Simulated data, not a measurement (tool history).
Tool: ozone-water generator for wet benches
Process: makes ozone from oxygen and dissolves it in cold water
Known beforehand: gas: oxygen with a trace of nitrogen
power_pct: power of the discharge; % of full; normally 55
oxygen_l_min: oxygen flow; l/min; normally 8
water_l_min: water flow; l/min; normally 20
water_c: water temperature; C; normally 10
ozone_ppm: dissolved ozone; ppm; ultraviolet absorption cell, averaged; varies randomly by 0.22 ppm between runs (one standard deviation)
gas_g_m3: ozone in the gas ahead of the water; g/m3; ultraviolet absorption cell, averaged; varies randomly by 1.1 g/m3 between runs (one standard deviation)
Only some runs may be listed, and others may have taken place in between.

run 1 hour=0 | power_pct=55 oxygen_l_min=8 water_l_min=20 water_c=10 | ozone_ppm=32.1 gas_g_m3=201.7
run 2 hour=24.1 | power_pct=55 oxygen_l_min=8 water_l_min=20 water_c=10 | ozone_ppm=31.9 gas_g_m3=201.2
run 3 hour=73.1 | power_pct=55 oxygen_l_min=8 water_l_min=20 water_c=10 | ozone_ppm=31.9 gas_g_m3=201.4
run 4 hour=121.4 | power_pct=55 oxygen_l_min=8 water_l_min=20 water_c=10 | ozone_ppm=32.5 gas_g_m3=200.3
run 5 hour=171.9 | power_pct=55 oxygen_l_min=8 water_l_min=20 water_c=10 | ozone_ppm=31.8 gas_g_m3=200.9
run 6 hour=219.2 | power_pct=55 oxygen_l_min=8 water_l_min=20 water_c=10 | ozone_ppm=32.2 gas_g_m3=200.4
run 7 hour=249.7 | power_pct=55 oxygen_l_min=8 water_l_min=20 water_c=10 | ozone_ppm=31.7 gas_g_m3=200.5
run 8 hour=293.4 | power_pct=55 oxygen_l_min=8 water_l_min=20 water_c=10 | ozone_ppm=31.9 gas_g_m3=201
run 9 hour=333.8 | power_pct=55 oxygen_l_min=8 water_l_min=20 water_c=10 | ozone_ppm=32.3 gas_g_m3=198.5
run 10 hour=366.5 | power_pct=55 oxygen_l_min=8 water_l_min=20 water_c=10 | ozone_ppm=31.9 gas_g_m3=195.7
-- hour=407.5 water thermometer calibrated
run 11 hour=409.5 | power_pct=55 oxygen_l_min=8 water_l_min=20 water_c=10 | ozone_ppm=31.9 gas_g_m3=198.9
run 12 hour=436.4 | power_pct=55 oxygen_l_min=8 water_l_min=20 water_c=17 | ozone_ppm=28.4 gas_g_m3=199.5
run 13 hour=483.1 | power_pct=55 oxygen_l_min=8 water_l_min=20 water_c=17 | ozone_ppm=28.4 gas_g_m3=198.8
run 14 hour=510.9 | power_pct=55 oxygen_l_min=8 water_l_min=20 water_c=17 | ozone_ppm=28.3 gas_g_m3=200.3
run 15 hour=542 | power_pct=49 oxygen_l_min=8 water_l_min=19 water_c=17 | ozone_ppm=26.7 gas_g_m3=184.6
run 16 hour=569.5 | power_pct=93 oxygen_l_min=10.86 water_l_min=16 water_c=17 | ozone_ppm=43.5 gas_g_m3=236.9
run 17 hour=610.2 | power_pct=86 oxygen_l_min=5.68 water_l_min=27 water_c=18 | ozone_ppm=32.2 gas_g_m3=342.8
run 18 hour=647 | power_pct=86 oxygen_l_min=5.68 water_l_min=27 water_c=18 | ozone_ppm=32.3 gas_g_m3=345.7
run 19 hour=686.1 | power_pct=86 oxygen_l_min=9.96 water_l_min=27 water_c=18 | ozone_ppm=30 gas_g_m3=237.3
run 20 hour=735.7 | power_pct=86 oxygen_l_min=9.96 water_l_min=27 water_c=18 | ozone_ppm=30.4 gas_g_m3=237.6
run 21 hour=774.3 | power_pct=97 oxygen_l_min=8 water_l_min=14 water_c=10 | ozone_ppm=59.7 gas_g_m3=300.7
run 22 hour=797.8 | power_pct=97 oxygen_l_min=8 water_l_min=14 water_c=10 | ozone_ppm=59.1 gas_g_m3=296.9
run 23 hour=847.9 | power_pct=97 oxygen_l_min=4.17 water_l_min=14 water_c=13 | ozone_ppm=63.4 gas_g_m3=456.2
run 24 hour=884.6 | power_pct=55 oxygen_l_min=6.61 water_l_min=20 water_c=12 | ozone_ppm=31.6 gas_g_m3=224.8
run 25 hour=916.3 | power_pct=55 oxygen_l_min=6.61 water_l_min=20 water_c=12 | ozone_ppm=31.7 gas_g_m3=224.5
run 26 hour=946.9 | power_pct=94 oxygen_l_min=4.13 water_l_min=20 water_c=12 | ozone_ppm=47 gas_g_m3=449.7
run 27 hour=978.7 | power_pct=42 oxygen_l_min=14.02 water_l_min=20 water_c=13 | ozone_ppm=21.6 gas_g_m3=112.6

Predict each of these 3 candidate next runs independently; none follows another, all start after run 27:
-- hour=1017 contactor cleaned
run A hour=1027.1 | power_pct=48 oxygen_l_min=8 water_l_min=20 water_c=9 | ozone_ppm=? gas_g_m3=?
-- hour=1017 contactor cleaned
run B hour=1027.1 | power_pct=55 oxygen_l_min=8 water_l_min=20 water_c=12 | ozone_ppm=? gas_g_m3=?
-- hour=1017 contactor cleaned
run C hour=1027.1 | power_pct=52 oxygen_l_min=14.02 water_l_min=30 water_c=13 | ozone_ppm=? gas_g_m3=?

run=A ozone_ppm=30.3 gas_g_m3=180.1
run=B ozone_ppm=31.2 gas_g_m3=199.2
run=C ozone_ppm=20.2 gas_g_m3=131.3
Stripped of hidden state, with their random variation kept, the same runs would have yielded:
run=A ozone_ppm=31 gas_g_m3=184.2
run=B ozone_ppm=32 gas_g_m3=204.4
run=C ozone_ppm=20.7 gas_g_m3=134.6
